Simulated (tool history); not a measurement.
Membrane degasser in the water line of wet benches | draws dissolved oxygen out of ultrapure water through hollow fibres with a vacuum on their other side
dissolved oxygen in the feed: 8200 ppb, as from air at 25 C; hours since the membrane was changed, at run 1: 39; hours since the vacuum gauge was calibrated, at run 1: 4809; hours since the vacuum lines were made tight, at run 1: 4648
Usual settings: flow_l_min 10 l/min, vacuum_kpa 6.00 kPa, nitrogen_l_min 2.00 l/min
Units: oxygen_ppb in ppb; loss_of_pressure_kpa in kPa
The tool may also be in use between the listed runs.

run   hour  flow_l_min  vacuum_kpa  nitrogen_l_min  hours since the membrane was changed  hours since the vacuum gauge was calibrated  hours since the vacuum lines were made tight  oxygen_ppb  loss_of_pressure_kpa
  1    0.0          10        6.00            2.00                                    39                                         4809                                          4648        47.7                 54.15
  2   23.9          10        6.00            2.00                                    63                                         4833                                          4671        48.2                 54.03
  3   53.5          10        6.00            2.00                                    93                                         4863                                          4701        47.5                 53.87
  4   94.3           7        6.00            2.00                                   133                                         4903                                          4742        29.4                 37.94
  5  137.9           7        6.00            2.00                                   177                                         4947                                          4785        29.3                 38.08
  6  172.4          10        6.00            2.00                                   212                                         4981                                          4820        48.5                 54.46
  7  212.5          12        6.00            2.00                                   252                                         5021                                          4860        63.4                 65.33
  8  268.9          12        6.00            2.00                                   308                                         5078                                          4916        63.1                 65.32
  9  304.8           6        9.26            2.62                                   344                                         5114                                          4952        38.0                 32.56

The next listed run, before its measurement:
 10  343.6           6        9.26            2.62                                   383                                         5153                                          4991           ?                     ?

oxygen_ppb: 38.8 ppb
loss_of_pressure_kpa: 32.61 kPa
Without the tool's hidden state the same run would have given oxygen_ppb 35.9 ppb, loss_of_pressure_kpa 32.52 kPa.

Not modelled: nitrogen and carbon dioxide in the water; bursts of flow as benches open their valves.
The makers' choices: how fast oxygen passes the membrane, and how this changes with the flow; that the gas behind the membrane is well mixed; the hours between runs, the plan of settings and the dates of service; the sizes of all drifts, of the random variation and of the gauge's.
